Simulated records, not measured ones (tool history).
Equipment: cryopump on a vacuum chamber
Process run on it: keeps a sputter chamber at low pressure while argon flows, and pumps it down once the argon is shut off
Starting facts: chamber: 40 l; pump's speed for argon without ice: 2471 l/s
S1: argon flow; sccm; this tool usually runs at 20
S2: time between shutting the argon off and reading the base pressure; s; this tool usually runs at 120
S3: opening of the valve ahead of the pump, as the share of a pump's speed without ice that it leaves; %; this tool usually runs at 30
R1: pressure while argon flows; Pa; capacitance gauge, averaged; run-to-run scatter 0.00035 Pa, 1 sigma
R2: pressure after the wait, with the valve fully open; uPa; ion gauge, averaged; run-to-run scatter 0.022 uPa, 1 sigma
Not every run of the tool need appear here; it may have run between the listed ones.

{"run": 1, "hour": 0.0, "S1": 20, "S2": 120, "S3": 30, "R1": 0.0455, "R2": 0.65}
{"run": 2, "hour": 7.0, "S1": 20, "S2": 120, "S3": 30, "R1": 0.0455, "R2": 0.63}
{"run": 3, "hour": 16.2, "S1": 20, "S2": 120, "S3": 30, "R1": 0.0454, "R2": 0.67}
{"run": 4, "hour": 31.2, "S1": 20, "S2": 120, "S3": 30, "R1": 0.0457, "R2": 0.69}
{"run": 5, "hour": 45.7, "S1": 20, "S2": 120, "S3": 24, "R1": 0.0579, "R2": 0.66}
{"run": 6, "hour": 55.0, "S1": 20, "S2": 120, "S3": 24, "R1": 0.057, "R2": 0.66}
{"run": 7, "hour": 66.8, "S1": 20, "S2": 120, "S3": 30, "R1": 0.0452, "R2": 0.68}
{"run": 8, "hour": 75.5, "S1": 10, "S2": 120, "S3": 30, "R1": 0.0229, "R2": 0.7}
{"run": 9, "hour": 82.0, "S1": 10, "S2": 32, "S3": 30, "R1": 0.0232, "R2": 1.94}
{"run": 10, "hour": 94.6, "S1": 10, "S2": 32, "S3": 30, "R1": 0.0225, "R2": 1.92}
{"run": 11, "hour": 103.3, "S1": 10, "S2": 32, "S3": 30, "R1": 0.0232, "R2": 1.97}
{"run": 12, "hour": 110.1, "S1": 10, "S2": 32, "S3": 30, "R1": 0.0231, "R2": 1.95}
{"run": 13, "hour": 120.5, "S1": 10, "S2": 32, "S3": 30, "R1": 0.0233, "R2": 1.98}
{"run": 14, "hour": 134.0, "S1": 20, "S2": 120, "S3": 52, "R1": 0.0267, "R2": 0.69}
{"run": 15, "hour": 140.3, "S1": 20, "S2": 120, "S3": 52, "R1": 0.0268, "R2": 0.68}
{"run": 16, "hour": 148.6, "S1": 20, "S2": 120, "S3": 24, "R1": 0.0578, "R2": 0.69}
{"run": 17, "hour": 155.9, "S1": 20, "S2": 120, "S3": 24, "R1": 0.0576, "R2": 0.7}
{"run": 18, "hour": 164.5, "S1": 20, "S2": 120, "S3": 24, "R1": 0.0574, "R2": 0.7}
{"run": 19, "hour": 178.6, "S1": 20, "S2": 86, "S3": 30, "R1": 0.0458, "R2": 0.86}
{"run": 20, "hour": 189.4, "S1": 20, "S2": 102, "S3": 30, "R1": 0.0469, "R2": 0.76}
{"run": 21, "hour": 199.9, "S1": 13, "S2": 29, "S3": 19, "R1": 0.0471, "R2": 2.15}
{"run": 22, "hour": 212.5, "S1": 19, "S2": 109, "S3": 54, "R1": 0.0244, "R2": 0.75}
{"run": 23, "hour": 221.4, "S1": 26, "S2": 179, "S3": 34, "R1": 0.0531, "R2": 0.56}
{"run": 24, "hour": 232.4, "S1": 15, "S2": 119, "S3": 39, "R1": 0.0272, "R2": 0.72}
{"run": 25, "hour": 245.2, "S1": 15, "S2": 119, "S3": 39, "R1": 0.0271, "R2": 0.74}
{"run": 26, "hour": 259.9, "S1": 32, "S2": 36, "S3": 28, "R1": 0.0799, "R2": 1.79}
{"run": 27, "hour": 267.2, "S1": 39, "S2": 30, "S3": 19, "R1": 0.142, "R2": 2.1}
{"run": 28, "hour": 277.0, "S1": 39, "S2": 30, "S3": 19, "R1": 0.1418, "R2": 2.16}
{"run": 29, "hour": 284.1, "S1": 39, "S2": 30, "S3": 19, "R1": 0.1416, "R2": 2.16}
{"run": 30, "hour": 296.9, "S1": 18, "S2": 120, "S3": 19, "R1": 0.0651, "R2": 0.74}
{"run": 31, "hour": 305.9, "S1": 17, "S2": 120, "S3": 17, "R1": 0.0698, "R2": 0.76}
{"run": 32, "hour": 313.0, "S1": 20, "S2": 49, "S3": 27, "R1": 0.0517, "R2": 1.38}
{"run": 33, "hour": 320.7, "S1": 20, "S2": 172, "S3": 34, "R1": 0.0414, "R2": 0.59}
{"run": 34, "hour": 328.1, "S1": 20, "S2": 172, "S3": 34, "R1": 0.0407, "R2": 0.61}

Measured result minus the same run's result without the hidden state. Both carry the same run-to-run variation, though not necessarily the same gauge scatter:
The tool's hidden condition here consists of: pump's speed, % of a pump's without ice; cold plate's temperature, K; leak into the chamber, uPa l/s; drift of the gauge itself on working_pa, %; drift of the gauge itself on base_upa, %.
run=1 R1=+0.0002 R2=+0.06
run=2 R1=+0.0002 R2=+0.06
run=3 R1=+0.0001 R2=+0.06
run=4 R1=+0.0002 R2=+0.07
run=5 R1=+0.0003 R2=+0.07
run=6 R1=+0.0002 R2=+0.07
run=7 R1=+0.0003 R2=+0.07
run=8 R1=+0.0001 R2=+0.08
run=9 R1=+0.0001 R2=+0.08
run=10 R1=+0.0002 R2=+0.08
run=11 R1=+0.0002 R2=+0.09
run=12 R1=+0.0002 R2=+0.09
run=13 R1=+0.0002 R2=+0.09
run=14 R1=+0.0004 R2=+0.10
run=15 R1=+0.0005 R2=+0.09
run=16 R1=+0.0005 R2=+0.10
run=17 R1=+0.0005 R2=+0.11
run=18 R1=+0.0005 R2=+0.10
run=19 R1=+0.0006 R2=+0.10
run=20 R1=+0.0006 R2=+0.11
run=21 R1=+0.0004 R2=+0.12
run=22 R1=+0.0006 R2=+0.12
run=23 R1=+0.0008 R2=+0.12
run=24 R1=+0.0005 R2=+0.13
run=25 R1=+0.0006 R2=+0.13
run=26 R1=+0.0012 R2=+0.13
run=27 R1=+0.0015 R2=+0.13
run=28 R1=+0.0016 R2=+0.14
run=29 R1=+0.0015 R2=+0.14
run=30 R1=+0.0007 R2=+0.14
run=31 R1=+0.0008 R2=+0.15
run=32 R1=+0.0009 R2=+0.14
run=33 R1=+0.0008 R2=+0.15
run=34 R1=+0.0009 R2=+0.16
